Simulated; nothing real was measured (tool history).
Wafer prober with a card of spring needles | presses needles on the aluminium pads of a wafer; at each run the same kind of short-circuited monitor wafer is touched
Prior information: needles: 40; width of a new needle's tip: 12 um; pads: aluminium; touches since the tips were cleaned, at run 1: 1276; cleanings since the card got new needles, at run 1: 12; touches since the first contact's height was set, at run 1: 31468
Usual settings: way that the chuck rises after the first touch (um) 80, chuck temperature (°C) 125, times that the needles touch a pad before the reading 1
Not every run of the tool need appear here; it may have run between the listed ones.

run	hour	way that the chuck rises after the first touch (um)	chuck temperature (°C)	times that the needles touch a pad before the reading	touches since the tips were cleaned	cleanings since the card got new needles	touches since the first contact's height was set	resistance of one needle with its contact and lead (mohm)	way that a needle slides on the pad (um)
1	0	80	125	1	1276	12	31468	240	14.88
2	6.5	80	125	1	3607	12	33799	235	14.9
3	13	80	125	1	5924	12	36116	242	14.9
# hour 20.7: tips cleaned on abrasive film
4	21.2	80	125	1	163	13	39005	237	14.87
5	32.7	80	125	1	4296	13	43138	239	14.89
6	40.8	80	125	1	7184	13	46026	240	14.85
# hour 45.1: tips cleaned on abrasive film
7	50.3	80	125	1	1859	14	49401	236	14.83
8	59.8	80	125	1	5250	14	52792	238	14.85
9	66.7	80	30	1	7737	14	55279	218	14.87
# hour 70.1: tips cleaned on abrasive film
10	74.8	80	30	1	1706	15	58144	215	14.85
11	84.9	80	30	1	5328	15	61766	217	14.83
# hour 94.5: tips cleaned on abrasive film
12	98.7	80	30	1	1480	16	66642	218	14.79
13	109.8	80	125	1	5469	16	70631	238	14.78
# hour 118.8: tips cleaned on abrasive film
14	121.8	80	125	1	1091	17	74890	238	14.81
15	131.1	80	54	1	4417	17	78216	221	14.74
# hour 143: tips cleaned on abrasive film
16	144.4	86	30	3	471	18	82927	216	15.83
# hour 146.5: height of the first contact set anew
17	156.7	91	45	2	4779	18	3665	217	16.77
# hour 168.3: tips cleaned on abrasive film
18	168.5	62	36	3	102	19	7870	220	11.44
19	176	68	36	3	2771	19	10539	218	12.47
20	183.5	80	111	1	5455	19	13223	236	14.72
21	189.9	79	35	1	7732	19	15500	211	14.54
# hour 193: tips cleaned on abrasive film
22	198.5	64	109	1	1980	20	18573	232	11.77
23	206.3	64	109	1	4758	20	21351	236	11.73
24	213.4	66	40	1	7313	20	23906	220	12.06
# hour 217.4: tips cleaned on abrasive film
25	227.2	73	29	3	3516	21	28811	214	13.32
26	237.4	96	29	1	7146	21	32441	217	17.61
# hour 242.6: tips cleaned on abrasive film
27	247.1	88	125	1	1614	22	35897	237	16.04

What does the tool deliver on the next run?
28	256.7	76	125	3	5021	22	39304	?	?

Run 28 measured resistance of one needle with its contact and lead (mohm) 238, way that a needle slides on the pad (um) 13.89.
Had the tool carried no hidden state, the very same run would have given resistance of one needle with its contact and lead (mohm) 238, way that a needle slides on the pad (um) 14.2.
